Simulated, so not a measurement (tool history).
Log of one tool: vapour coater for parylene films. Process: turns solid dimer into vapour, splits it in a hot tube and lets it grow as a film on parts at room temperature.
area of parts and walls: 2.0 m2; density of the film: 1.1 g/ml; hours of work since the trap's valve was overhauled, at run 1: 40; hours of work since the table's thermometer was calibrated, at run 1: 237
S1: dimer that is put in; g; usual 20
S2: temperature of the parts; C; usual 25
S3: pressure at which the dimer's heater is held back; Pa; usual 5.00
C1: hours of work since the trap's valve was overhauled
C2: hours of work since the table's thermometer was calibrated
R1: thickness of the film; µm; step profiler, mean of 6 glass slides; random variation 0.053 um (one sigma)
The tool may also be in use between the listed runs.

run	day	S1	S2	S3	C1	C2	R1
1	0.000	20	25	5.00	40	237	5.98
2	2.254	20	25	5.00	89	286	5.99
3	3.800	20	25	7.89	122	319	5.54
4	6.425	20	25	10.83	179	375	5.08
5	7.579	20	25	10.83	204	400	5.12
6	9.008	20	25	10.83	234	431	5.10
7	11.229	20	25	2.29	282	479	6.69
8	12.896	20	25	2.29	318	515	6.58
9	15.279	20	25	5.00	370	566	5.66
10	16.771	20	29	5.00	402	598	5.02
11	18.750	20	29	5.00	444	641	5.03
12	21.179	11	28	4.68	497	693	2.82
13	22.912	11	24	2.52	534	731	3.43
# day 23.608: trap's valve overhauled
14	24.338	9	36	2.52	16	758	2.33
15	25.854	17	29	7.53	48	791	4.38
16	28.617	17	29	7.53	108	850	4.30
17	31.400	28	30	4.64	168	910	7.37
18	32.783	28	30	4.64	198	940	7.30
19	35.012	20	28	2.27	246	988	6.31
20	36.650	25	29	2.44	281	1023	7.34
21	38.704	28	22	5.01	325	1068	8.44

3 ways to go on from here, each from the tool as it stands after run 21. What would each give?
A	40.879	29	24	3.37	372	1115	?
B	40.879	20	20	4.04	372	1115	?
C	40.879	22	23	5.01	372	1115	?

run	R1
A	8.91
B	6.65
C	6.42
Without the tool's hidden state the same runs would have given:
run	R1
A	9.75
B	7.28
C	7.03

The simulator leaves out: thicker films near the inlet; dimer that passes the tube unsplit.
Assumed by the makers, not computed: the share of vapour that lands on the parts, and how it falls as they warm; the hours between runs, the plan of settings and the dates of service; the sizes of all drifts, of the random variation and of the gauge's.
